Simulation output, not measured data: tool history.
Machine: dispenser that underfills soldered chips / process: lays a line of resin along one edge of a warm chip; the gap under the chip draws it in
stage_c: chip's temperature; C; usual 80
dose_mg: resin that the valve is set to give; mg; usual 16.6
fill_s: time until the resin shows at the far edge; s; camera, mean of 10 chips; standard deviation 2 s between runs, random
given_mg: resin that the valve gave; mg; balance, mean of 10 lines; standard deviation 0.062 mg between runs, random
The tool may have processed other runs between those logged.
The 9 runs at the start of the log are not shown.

| run | hour | stage_c | dose_mg | fill_s | given_mg |
|---|---|---|---|---|---|
| 10 | 34.5 | 80 | 16.6 | 267.6 | 16.55 |
| 11 | 37.9 | 80 | 16.6 | 307.6 | 16.32 |
|  | 40.4 | new syringe of resin |
| 12 | 40.4 | 80 | 16.6 | 191.6 | 16.36 |
| 13 | 42.4 | 80 | 16.7 | 208.8 | 16.28 |
| 14 | 45.2 | 74 | 16.6 | 288.0 | 16.25 |
| 15 | 49.7 | 74 | 16.6 | 348.7 | 16.26 |
|  | 54.6 | new syringe of resin |
| 16 | 54.6 | 74 | 16.6 | 241.1 | 16.21 |
| 17 | 59.2 | 80 | 16.6 | 223.6 | 16.04 |
| 18 | 61.8 | 92 | 16.0 | 163.0 | 15.69 |
| 19 | 64.1 | 69 | 16.6 | 424.7 | 16.01 |
|  | 68.9 | new syringe of resin |
| 20 | 69.2 | 80 | 14.7 | 198.1 | 14.21 |
| 21 | 72.6 | 72 | 14.2 | 317.0 | 13.74 |
| 22 | 74.6 | 76 | 20.9 | 267.1 | 20.22 |
| 23 | 76.5 | 73 | 20.7 | 314.0 | 20.00 |
|  | 80.9 | dispensing valve cleaned and set on the balance |
| 24 | 80.9 | 74 | 21.6 | 353.4 | 21.79 |
|  | 84.2 | new syringe of resin |
| 25 | 85.4 | 83 | 17.4 | 173.6 | 17.40 |
| 26 | 88.6 | 88 | 14.7 | 172.5 | 14.72 |
| 27 | 91.8 | 78 | 20.7 | 268.3 | 20.56 |
| 28 | 96.4 | 92 | 17.8 | 193.7 | 17.69 |
|  | 98.4 | new syringe of resin |
| 29 | 99.7 | 73 | 17.6 | 258.7 | 17.48 |
| 30 | 104.4 | 79 | 17.5 | 247.6 | 17.30 |
| 31 | 108.6 | 65 | 21.4 | 497.9 | 21.05 |
|  | 112.7 | new syringe of resin |
| 32 | 112.7 | 74 | 21.4 | 225.8 | 21.06 |
| 33 | 114.8 | 74 | 21.4 | 252.5 | 20.94 |

Forecast each of these 3 alternatives for the next run:
| A | 116.8 | 83 | 18.2 | ? | ? |
| B | 116.8 | 90 | 14.2 | ? | ? |
| C | 116.8 | 80 | 15.3 | ? | ? |

| run | fill_s | given_mg |
|---|---|---|
| A | 193.3 | 17.85 |
| B | 164.8 | 13.91 |
| C | 226.6 | 14.99 |
What these runs would have given with no unlogged condition in the tool:
| run | fill_s | given_mg |
|---|---|---|
| A | 169.6 | 18.16 |
| B | 143.5 | 14.16 |
| C | 198.3 | 15.26 |
